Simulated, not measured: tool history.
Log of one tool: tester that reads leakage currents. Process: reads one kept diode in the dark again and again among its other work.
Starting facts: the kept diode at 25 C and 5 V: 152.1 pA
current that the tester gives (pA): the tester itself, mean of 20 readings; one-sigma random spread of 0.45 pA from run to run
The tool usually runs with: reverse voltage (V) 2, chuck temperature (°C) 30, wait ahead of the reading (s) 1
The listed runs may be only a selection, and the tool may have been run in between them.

run    hour  reverse voltage (V)  chuck temperature (°C)  wait ahead of the reading (s)  current that the tester gives (pA)
  1       0                    2                      30                              1                              161.09
  2   155.7                    2                      30                              1                              162.01
  3   235.3                  1.4                      30                              1                              141.02
  4   369.6                  1.4                      30                              1                              141.76
        395  -- chuck's temperature calibrated
  5   517.8                    2                      30                              1                               171.5
  6   617.8                    2                      30                              1                              171.92
  7   802.3                    2                      30                              1                              174.02
  8   983.9                    2                      30                              1                               175.9
  9  1078.9                    2                      30                              1                              175.92
 10  1252.9                    2                      30                              1                              177.53
     1313.8  -- chuck's temperature calibrated, once more
 11  1371.7                    2                      30                              1                              154.46
 12  1549.5                    2                      30                              1                              154.87
 13  1719.5                    2                      30                              1                              156.08
 14  1840.4                    2                      30                              1                              156.94
 15  1971.1                    2                      30                              1                              158.07
 16    2083                    2                      30                              1                              158.79
     2183.6  -- tester calibrated
 17  2278.9                    2                      30                            1.3                              158.94
 18  2447.8                    2                      30                            1.3                              158.68
 19  2548.2                    2                      30                            1.3                              158.99
 20  2695.9                    2                      30                            1.3                                 160
 21  2793.4                 1.47                      50                           2.32                              514.88
 22  2935.4                 9.77                      26                           0.89                              247.29
 23  3115.4                11.78                      30                           1.76                              353.11
 24  3260.3                10.51                      21                           1.76                              186.83

Run 25 is up next; what results do you expect?
 25  3355.8                 1.71                      23                           8.57                                   ?

Run 25 came out at current that the tester gives (pA) 96.08.
With the hidden condition absent and the run-to-run variation left alone, this run would have shown current that the tester gives (pA) 85.36.
